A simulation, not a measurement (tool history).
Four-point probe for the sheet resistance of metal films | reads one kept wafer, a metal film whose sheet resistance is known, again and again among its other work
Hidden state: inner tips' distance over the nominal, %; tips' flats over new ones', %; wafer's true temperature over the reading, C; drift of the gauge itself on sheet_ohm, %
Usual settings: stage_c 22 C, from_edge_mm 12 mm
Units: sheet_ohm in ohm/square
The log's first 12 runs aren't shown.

run   hour  stage_c  from_edge_mm  touches since the probe head was changed  hours of work since the stage's thermometer was calibrated  sheet_ohm
 13  355.4       30             4                                     33209                                                         564   0.557854
 14  378.5       22            75                                     33569                                                         582      0.555
 15  414.7       22            75                                     34133                                                         610   0.555011
 16    439       22            75                                     34512                                                         628   0.554756
 17  471.5       31            18                                     35018                                                         653   0.549979
 18  494.5       20            18                                     35376                                                         671   0.556459
 19  523.3       22            21                                     35826                                                         693   0.555076
 20  562.5       29            11                                     36436                                                         723   0.551774
 21  587.1       23             5                                     36820                                                         742   0.558954
 22  618.3       23             5                                     37307                                                         765   0.558941
 23  665.3       26             5                                     38039                                                         801   0.557072
 24  709.9       18            42                                     38734                                                         835   0.557027
 25  734.9       30             7                                     39123                                                         855    0.55239
 26  773.9       25            12                                     39730                                                         884   0.553441
 27  804.2       27            48                                     40203                                                         908   0.551466
 28  825.7       24            21                                     40539                                                         924   0.553464
 29  859.1       22             5                                     41058                                                         950   0.559219
 30  902.5       32             3                                     41735                                                         983    0.56139

Forecast each of these 4 alternatives for the next run:
  A  943.2       28             7                                     42369                                                        1014          ?
  B  943.2       19             4                                     42369                                                        1014          ?
  C  943.2       20             9                                     42369                                                        1014          ?
  D  943.2       22            28                                     42369                                                        1014          ?

run  sheet_ohm
  A   0.552888
  B   0.563446
  C   0.556743
  D   0.554216
Without the tool's hidden state the same runs would have given:
run  sheet_ohm
  A   0.559554
  B   0.570244
  C   0.563463
  D   0.560905
